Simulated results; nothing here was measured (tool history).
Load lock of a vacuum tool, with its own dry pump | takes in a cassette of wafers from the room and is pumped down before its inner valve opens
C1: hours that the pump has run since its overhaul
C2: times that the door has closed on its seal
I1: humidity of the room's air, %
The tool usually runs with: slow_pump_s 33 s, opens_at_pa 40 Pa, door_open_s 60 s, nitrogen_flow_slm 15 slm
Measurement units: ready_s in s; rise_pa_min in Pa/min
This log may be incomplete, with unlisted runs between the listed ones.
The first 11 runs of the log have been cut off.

run 12 day=47.871 | slow_pump_s=33 opens_at_pa=40 door_open_s=60 nitrogen_flow_slm=15 | C1=172 C2=4309 | I1=44.8 | ready_s=45.5 rise_pa_min=0.045
run 13 day=51.942 | slow_pump_s=33 opens_at_pa=40 door_open_s=60 nitrogen_flow_slm=15 | C1=270 C2=4600 | I1=47.1 | ready_s=45.4 rise_pa_min=0.053
run 14 day=57.400 | slow_pump_s=33 opens_at_pa=40 door_open_s=60 nitrogen_flow_slm=15 | C1=401 C2=4991 | I1=44.4 | ready_s=45.1 rise_pa_min=0.057
run 15 day=60.067 | slow_pump_s=33 opens_at_pa=40 door_open_s=60 nitrogen_flow_slm=15 | C1=465 C2=5182 | I1=45.1 | ready_s=45.6 rise_pa_min=0.052
run 16 day=63.167 | slow_pump_s=33 opens_at_pa=40 door_open_s=130 nitrogen_flow_slm=15 | C1=539 C2=5404 | I1=44.6 | ready_s=45.2 rise_pa_min=0.073
run 17 day=67.271 | slow_pump_s=33 opens_at_pa=43 door_open_s=60 nitrogen_flow_slm=15 | C1=638 C2=5698 | I1=43.0 | ready_s=44.6 rise_pa_min=0.054
run 18 day=70.396 | slow_pump_s=33 opens_at_pa=40 door_open_s=60 nitrogen_flow_slm=15 | C1=713 C2=5922 | I1=43.2 | ready_s=45.0 rise_pa_min=0.053
run 19 day=74.829 | slow_pump_s=33 opens_at_pa=40 door_open_s=60 nitrogen_flow_slm=15 | C1=819 C2=6239 | I1=45.7 | ready_s=45.3 rise_pa_min=0.056
run 20 day=80.867 | slow_pump_s=44 opens_at_pa=40 door_open_s=176 nitrogen_flow_slm=16 | C1=964 C2=6672 | I1=46.2 | ready_s=56.3 rise_pa_min=0.085
run 21 day=86.150 | slow_pump_s=44 opens_at_pa=40 door_open_s=176 nitrogen_flow_slm=16 | C1=1091 C2=7050 | I1=42.6 | ready_s=55.5 rise_pa_min=0.081
run 22 day=89.229 | slow_pump_s=44 opens_at_pa=40 door_open_s=176 nitrogen_flow_slm=16 | C1=1165 C2=7270 | I1=44.9 | ready_s=54.7 rise_pa_min=0.079
run 23 day=94.042 | slow_pump_s=33 opens_at_pa=40 door_open_s=77 nitrogen_flow_slm=35 | C1=1280 C2=7615 | I1=44.7 | ready_s=45.6 rise_pa_min=0.049
run 24 day=99.650 | slow_pump_s=33 opens_at_pa=40 door_open_s=77 nitrogen_flow_slm=35 | C1=1415 C2=8017 | I1=43.7 | ready_s=45.1 rise_pa_min=0.053
run 25 day=103.550 | slow_pump_s=24 opens_at_pa=40 door_open_s=180 nitrogen_flow_slm=41 | C1=1508 C2=8296 | I1=46.2 | ready_s=37.0 rise_pa_min=0.065
run 26 day=108.288 | slow_pump_s=28 opens_at_pa=36 door_open_s=60 nitrogen_flow_slm=15 | C1=1622 C2=8635 | I1=45.9 | ready_s=41.4 rise_pa_min=0.069
run 27 day=112.433 | slow_pump_s=33 opens_at_pa=40 door_open_s=74 nitrogen_flow_slm=33 | C1=1722 C2=8932 | I1=43.0 | ready_s=45.5 rise_pa_min=0.056
run 28 day=118.671 | slow_pump_s=36 opens_at_pa=43 door_open_s=48 nitrogen_flow_slm=26 | C1=1871 C2=9379 | I1=43.5 | ready_s=48.0 rise_pa_min=0.049
run 29 day=121.475 | slow_pump_s=19 opens_at_pa=43 door_open_s=30 nitrogen_flow_slm=26 | C1=1939 C2=9580 | I1=45.8 | ready_s=32.7 rise_pa_min=0.050
run 30 day=125.321 | slow_pump_s=33 opens_at_pa=40 door_open_s=132 nitrogen_flow_slm=15 | C1=2031 C2=9855 | I1=43.4 | ready_s=45.3 rise_pa_min=0.088
run 31 day=129.929 | slow_pump_s=41 opens_at_pa=40 door_open_s=60 nitrogen_flow_slm=15 | C1=2141 C2=10185 | I1=46.1 | ready_s=53.3 rise_pa_min=0.070
run 32 day=133.500 | slow_pump_s=28 opens_at_pa=40 door_open_s=68 nitrogen_flow_slm=15 | C1=2227 C2=10441 | I1=42.8 | ready_s=41.6 rise_pa_min=0.069
run 33 day=139.462 | slow_pump_s=28 opens_at_pa=40 door_open_s=157 nitrogen_flow_slm=15 | C1=2370 C2=10868 | I1=49.5 | ready_s=41.0 rise_pa_min=0.096

Expected results for the next run?
run 34 day=143.688 | slow_pump_s=18 opens_at_pa=74 door_open_s=79 nitrogen_flow_slm=15 | C1=2472 C2=11171 | I1=47.8 | ready_s=? rise_pa_min=?

{"run 34": {"ready_s": 31.0, "rise_pa_min": 0.089}}
With no hidden state in the tool, this same run would have given ready_s 30.4 s, rise_pa_min 0.054 Pa/min.
